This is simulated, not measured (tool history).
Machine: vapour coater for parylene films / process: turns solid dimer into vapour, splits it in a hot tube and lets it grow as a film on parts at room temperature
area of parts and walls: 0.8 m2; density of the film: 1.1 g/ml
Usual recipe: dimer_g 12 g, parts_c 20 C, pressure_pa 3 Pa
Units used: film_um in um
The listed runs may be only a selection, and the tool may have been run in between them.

{"run": 1, "hour": 0.0, "dimer_g": 12, "parts_c": 20, "pressure_pa": 3, "film_um": 8.63}
{"run": 2, "hour": 37.6, "dimer_g": 12, "parts_c": 20, "pressure_pa": 3, "film_um": 8.66}
{"run": 3, "hour": 62.2, "dimer_g": 12, "parts_c": 20, "pressure_pa": 3, "film_um": 8.56}
{"run": 4, "hour": 108.2, "dimer_g": 12, "parts_c": 20, "pressure_pa": 3, "film_um": 8.53}
{"run": 5, "hour": 134.0, "dimer_g": 12, "parts_c": 20, "pressure_pa": 3, "film_um": 8.55}
{"run": 6, "hour": 176.0, "dimer_g": 12, "parts_c": 20, "pressure_pa": 3, "film_um": 8.46}
{"run": 7, "hour": 203.0, "dimer_g": 12, "parts_c": 20, "pressure_pa": 3, "film_um": 8.5}
{"run": 8, "hour": 244.1, "dimer_g": 12, "parts_c": 20, "pressure_pa": 3, "film_um": 8.51}
{"run": 9, "hour": 281.1, "dimer_g": 12, "parts_c": 26, "pressure_pa": 3, "film_um": 7.66}
{"run": 10, "hour": 299.8, "dimer_g": 8, "parts_c": 26, "pressure_pa": 3, "film_um": 5.11}
{"run": 11, "hour": 345.8, "dimer_g": 8, "parts_c": 26, "pressure_pa": 3, "film_um": 5}
{"hour": 353.8, "done": "trap's valve overhauled"}
{"run": 12, "hour": 369.6, "dimer_g": 8, "parts_c": 26, "pressure_pa": 3, "film_um": 5}
{"run": 13, "hour": 414.8, "dimer_g": 8, "parts_c": 26, "pressure_pa": 3, "film_um": 4.93}
{"run": 14, "hour": 457.2, "dimer_g": 8, "parts_c": 26, "pressure_pa": 3, "film_um": 5.05}
{"run": 15, "hour": 501.6, "dimer_g": 8, "parts_c": 26, "pressure_pa": 3, "film_um": 4.98}
{"run": 16, "hour": 525.5, "dimer_g": 12, "parts_c": 18, "pressure_pa": 4.17, "film_um": 8.09}
{"hour": 546.8, "done": "trap's valve overhauled, once more"}
{"run": 17, "hour": 553.6, "dimer_g": 12, "parts_c": 18, "pressure_pa": 4.17, "film_um": 8.52}
{"run": 18, "hour": 595.4, "dimer_g": 12, "parts_c": 28, "pressure_pa": 3.09, "film_um": 7.47}
{"run": 19, "hour": 624.1, "dimer_g": 12, "parts_c": 28, "pressure_pa": 3.09, "film_um": 7.51}
{"run": 20, "hour": 652.6, "dimer_g": 20, "parts_c": 13, "pressure_pa": 3, "film_um": 16.01}
{"run": 21, "hour": 694.0, "dimer_g": 12, "parts_c": 16, "pressure_pa": 7.42, "film_um": 7.97}
{"run": 22, "hour": 738.4, "dimer_g": 7, "parts_c": 20, "pressure_pa": 3, "film_um": 4.91}
{"run": 23, "hour": 767.8, "dimer_g": 7, "parts_c": 20, "pressure_pa": 3, "film_um": 4.95}
{"run": 24, "hour": 791.3, "dimer_g": 10, "parts_c": 20, "pressure_pa": 5.51, "film_um": 6.43}
{"run": 25, "hour": 818.8, "dimer_g": 10, "parts_c": 18, "pressure_pa": 5.51, "film_um": 6.7}
{"run": 26, "hour": 854.1, "dimer_g": 10, "parts_c": 18, "pressure_pa": 5.51, "film_um": 6.64}
{"run": 27, "hour": 887.7, "dimer_g": 12, "parts_c": 20, "pressure_pa": 5, "film_um": 7.84}

How would selected steps in film_um from run to run divide? Give the signed amount a tool lacking its hidden state would still show from settings, what came in and random variation, and the signed amount left for the hidden state, including any gauge scatter that is not in both of the compared results.
Hidden conditions of the tool in this case: vapour lost through the trap's worn valve, %; true temperature of the parts over the reading, C; drift of the gauge itself on film_um, %.
Run 15 -> 16: dimer_g 8 -> 12, parts_c 26 -> 18, pressure_pa 3 -> 4.17. film_um +3.11 um: hidden state -0.15, all else +3.26.
Run 16 -> 17: trap's valve overhauled, once more. film_um +0.43 um: hidden state +0.28, all else +0.15.
Run 19 -> 20: dimer_g 12 -> 20, parts_c 28 -> 13, pressure_pa 3.09 -> 3. film_um +8.5 um: hidden state -0.14, all else +8.64.
Run 20 -> 21: dimer_g 20 -> 12, parts_c 13 -> 16, pressure_pa 3 -> 7.42. film_um -8.04 um: hidden state +0.1, all else -8.14.
